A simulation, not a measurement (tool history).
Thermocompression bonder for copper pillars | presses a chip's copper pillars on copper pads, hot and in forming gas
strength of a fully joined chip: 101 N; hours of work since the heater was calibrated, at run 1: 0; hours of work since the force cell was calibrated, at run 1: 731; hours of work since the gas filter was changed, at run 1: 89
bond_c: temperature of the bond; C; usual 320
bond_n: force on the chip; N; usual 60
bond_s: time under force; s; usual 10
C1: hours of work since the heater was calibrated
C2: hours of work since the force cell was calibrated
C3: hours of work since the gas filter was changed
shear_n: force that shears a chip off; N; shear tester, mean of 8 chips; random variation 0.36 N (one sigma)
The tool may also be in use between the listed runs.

run 1 hour=0.0 | bond_c=320 bond_n=60 bond_s=10 | C1=0 C2=731 C3=89 | shear_n=60.0
run 2 hour=17.5 | bond_c=320 bond_n=60 bond_s=10 | C1=14 C2=744 C3=103 | shear_n=59.5
run 3 hour=35.8 | bond_c=320 bond_n=60 bond_s=10 | C1=28 C2=759 C3=117 | shear_n=59.5
run 4 hour=66.5 | bond_c=320 bond_n=60 bond_s=10 | C1=52 C2=783 C3=141 | shear_n=59.6
-- hour=94.7 forming gas filter changed
run 5 hour=97.9 | bond_c=320 bond_n=60 bond_s=10 | C1=77 C2=807 C3=3 | shear_n=59.1
run 6 hour=112.7 | bond_c=320 bond_n=60 bond_s=10 | C1=88 C2=819 C3=14 | shear_n=59.4
run 7 hour=135.5 | bond_c=320 bond_n=60 bond_s=9 | C1=106 C2=837 C3=32 | shear_n=57.3
run 8 hour=160.1 | bond_c=320 bond_n=60 bond_s=5 | C1=126 C2=856 C3=51 | shear_n=47.5
run 9 hour=191.2 | bond_c=320 bond_n=86 bond_s=5 | C1=150 C2=881 C3=76 | shear_n=65.4
run 10 hour=209.6 | bond_c=320 bond_n=86 bond_s=5 | C1=165 C2=895 C3=90 | shear_n=65.1
run 11 hour=227.7 | bond_c=320 bond_n=86 bond_s=5 | C1=179 C2=909 C3=105 | shear_n=65.3
run 12 hour=250.9 | bond_c=320 bond_n=86 bond_s=5 | C1=197 C2=928 C3=123 | shear_n=65.0
run 13 hour=266.5 | bond_c=320 bond_n=60 bond_s=21 | C1=209 C2=940 C3=135 | shear_n=74.2
run 14 hour=296.3 | bond_c=320 bond_n=60 bond_s=21 | C1=233 C2=963 C3=159 | shear_n=72.3
-- hour=301.2 forming gas filter changed
run 15 hour=323.6 | bond_c=320 bond_n=60 bond_s=21 | C1=254 C2=984 C3=18 | shear_n=72.6
run 16 hour=348.1 | bond_c=320 bond_n=60 bond_s=21 | C1=273 C2=1004 C3=37 | shear_n=73.5
run 17 hour=365.0 | bond_c=320 bond_n=60 bond_s=21 | C1=286 C2=1017 C3=50 | shear_n=73.5
run 18 hour=385.4 | bond_c=320 bond_n=60 bond_s=21 | C1=302 C2=1033 C3=66 | shear_n=73.0
run 19 hour=411.8 | bond_c=320 bond_n=60 bond_s=21 | C1=323 C2=1054 C3=87 | shear_n=73.7
run 20 hour=425.6 | bond_c=320 bond_n=60 bond_s=14 | C1=334 C2=1065 C3=98 | shear_n=66.1
run 21 hour=439.8 | bond_c=295 bond_n=73 bond_s=16 | C1=345 C2=1076 C3=109 | shear_n=64.1
run 22 hour=463.1 | bond_c=293 bond_n=43 bond_s=16 | C1=364 C2=1094 C3=127 | shear_n=38.2
run 23 hour=478.8 | bond_c=293 bond_n=43 bond_s=16 | C1=376 C2=1106 C3=140 | shear_n=38.4
run 24 hour=495.0 | bond_c=293 bond_n=43 bond_s=16 | C1=389 C2=1119 C3=152 | shear_n=38.9
-- hour=507.3 forming gas filter changed
run 25 hour=509.8 | bond_c=306 bond_n=60 bond_s=10 | C1=400 C2=1130 C3=2 | shear_n=52.0
run 26 hour=539.4 | bond_c=320 bond_n=52 bond_s=25 | C1=423 C2=1154 C3=25 | shear_n=69.7
run 27 hour=568.6 | bond_c=320 bond_n=60 bond_s=12 | C1=446 C2=1177 C3=48 | shear_n=62.5
run 28 hour=595.5 | bond_c=291 bond_n=60 bond_s=12 | C1=467 C2=1198 C3=69 | shear_n=47.3
run 29 hour=610.3 | bond_c=291 bond_n=60 bond_s=12 | C1=479 C2=1209 C3=81 | shear_n=47.4
run 30 hour=625.0 | bond_c=291 bond_n=60 bond_s=12 | C1=490 C2=1221 C3=93 | shear_n=47.4
run 31 hour=655.9 | bond_c=340 bond_n=44 bond_s=23 | C1=515 C2=1245 C3=117 | shear_n=69.6
run 32 hour=683.7 | bond_c=307 bond_n=60 bond_s=5 | C1=537 C2=1267 C3=139 | shear_n=41.2
run 33 hour=710.8 | bond_c=346 bond_n=60 bond_s=8 | C1=558 C2=1289 C3=160 | shear_n=68.0
-- hour=713.6 forming gas filter changed
run 34 hour=740.2 | bond_c=346 bond_n=89 bond_s=8 | C1=581 C2=1311 C3=21 | shear_n=85.9
run 35 hour=765.9 | bond_c=296 bond_n=89 bond_s=20 | C1=601 C2=1332 C3=41 | shear_n=77.9
run 36 hour=789.6 | bond_c=296 bond_n=89 bond_s=20 | C1=620 C2=1350 C3=60 | shear_n=78.9

Run 37 comes next. What will it give?
run 37 hour=805.0 | bond_c=320 bond_n=48 bond_s=10 | C1=632 C2=1362 C3=72 | shear_n=?

{"run 37": {"shear_n": 48.9}}
Without the tool's hidden state the same run would have given shear_n 49.0 N.
